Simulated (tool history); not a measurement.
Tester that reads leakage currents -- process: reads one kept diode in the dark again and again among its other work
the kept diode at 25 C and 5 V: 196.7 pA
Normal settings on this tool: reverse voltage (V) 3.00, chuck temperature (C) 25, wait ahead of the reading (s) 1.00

run	hour	reverse voltage (V)	chuck temperature (C)	wait ahead of the reading (s)	current that the tester gives (pA)
1	0.0	3.00	25	1.00	174.38
2	20.1	3.00	25	3.88	173.76
3	43.9	3.00	58	3.88	2758.44
4	86.8	3.00	58	3.88	2755.54
5	109.1	3.00	25	1.00	175.22
6	135.2	3.00	25	1.00	174.88
7	170.5	3.00	25	1.00	176.21
8	197.3	3.00	25	1.00	175.31
9	236.4	3.00	25	1.00	175.57
10	265.4	9.28	20	2.19	173.42
# hour 288.3: chuck's temperature calibrated
11	301.7	5.66	20	5.27	132.00
12	343.3	5.66	20	5.27	132.51
13	367.6	2.60	25	0.98	155.25
14	413.1	2.60	25	0.98	156.50
15	448.3	2.60	20	0.98	97.60
16	467.4	2.60	20	0.41	98.02
17	500.0	6.43	25	9.16	224.29
18	533.0	4.04	56	9.16	2533.83

3 options for the next run, each taken on its own from the tool as it stands now. Forecast them:
A	557.9	1.62	30	2.70	?
B	557.9	4.63	54	0.30	?
C	557.9	4.04	37	9.16	?

run	current that the tester gives (pA)
A	203.80
B	2288.48
C	542.00
The same runs, with their run-to-run variation unchanged, on a tool lacking any hidden condition would have given:
run	current that the tester gives (pA)
A	199.66
B	2253.35
C	531.53
